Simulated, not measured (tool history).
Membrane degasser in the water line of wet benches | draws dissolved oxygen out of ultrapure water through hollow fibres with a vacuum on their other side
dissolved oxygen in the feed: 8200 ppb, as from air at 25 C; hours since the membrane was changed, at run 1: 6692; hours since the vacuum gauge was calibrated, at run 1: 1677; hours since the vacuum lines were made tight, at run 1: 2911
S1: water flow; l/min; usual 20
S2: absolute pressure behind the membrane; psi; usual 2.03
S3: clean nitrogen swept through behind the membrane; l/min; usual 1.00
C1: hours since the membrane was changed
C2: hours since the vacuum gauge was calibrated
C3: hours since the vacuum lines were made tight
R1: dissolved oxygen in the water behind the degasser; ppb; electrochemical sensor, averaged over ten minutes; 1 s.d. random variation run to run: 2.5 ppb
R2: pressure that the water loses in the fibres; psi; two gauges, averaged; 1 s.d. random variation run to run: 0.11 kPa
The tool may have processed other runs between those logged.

run      day  S1    S2    S3    C1    C2    C3      R1     R2
  1    0.000  20  2.03  1.00  6692  1677  2911   594.6  4.696
  2    4.292  20  2.03  1.00  6795  1780  3014   601.4  4.728
  3   14.612  20  2.03  1.00  7043  2027  3262   604.5  4.741
  4   21.583  20  2.03  1.00  7210  2195  3429   599.3  4.696
  5   30.492  20  2.03  1.00  7424  2408  3643   600.4  4.734
  6   38.567  20  2.03  1.00  7618  2602  3837   607.0  4.735
  7   43.538  20  2.03  1.00  7737  2722  3956   607.8  4.754
  8   52.671  20  2.03  1.00  7956  2941  4176   607.7  4.740
  9   59.396  20  3.65  1.00  8118  3102  4337  1025.6  4.767
      60.354  -- seals of the vacuum lines changed
 10   66.083  20  2.03  1.00  8276  3261   138   601.2  4.734
 11   70.488  20  2.03  1.00  8382  3366   243   601.4  4.747
 12   78.712  20  2.03  1.00  8579  3564   441   600.4  4.801
 13   87.338  20  2.03  1.00  8786  3771   648   602.2  4.792
 14   96.821  20  2.03  1.00  9014  3998   875   606.1  4.793
 15  102.904  20  2.03  1.00  9160  4144  1021   602.6  4.804
     112.346  -- membrane cartridge changed
 16  112.758  20  2.03  1.00    10  4377  1254   575.1  4.522
 17  119.125  20  2.03  1.00   163  4530  1407   576.1  4.479
 18  127.842  14  2.93  2.65   372  4739  1616   252.0  3.176
 19  134.912  20  3.64  0.46   542  4909  1785  1682.0  4.524
 20  143.238  20  3.64  0.48   741  5108  1985  1628.5  4.512
 21  150.679  27  3.64  0.94   920  5287  2164  1399.8  6.132
 22  159.538  18  2.77  1.16  1133  5500  2376   620.8  4.087
 23  168.521  20  4.60  1.00  1348  5715  2592  1237.6  4.570
 24  173.162  32  2.03  1.00  1460  5827  2703  1061.3  7.294
 25  179.788  32  2.03  1.00  1619  5986  2862  1069.4  7.329
 26  184.208  20  2.58  1.00  1725  6092  2969   736.6  4.556
 27  189.975  13  1.75  0.54  1863  6230  3107   484.5  2.989
 28  195.938  13  1.75  0.54  2006  6373  3250   484.4  2.981

What will run 29 give?
 29  203.483  21  2.03  0.87  2187  6554  3431   ?   ?

R1: 680.2 ppb
R2: 4.805 psi
The same run, on a tool lacking any hidden state, would have yielded R1 659.5 ppb, R2 4.741 psi.

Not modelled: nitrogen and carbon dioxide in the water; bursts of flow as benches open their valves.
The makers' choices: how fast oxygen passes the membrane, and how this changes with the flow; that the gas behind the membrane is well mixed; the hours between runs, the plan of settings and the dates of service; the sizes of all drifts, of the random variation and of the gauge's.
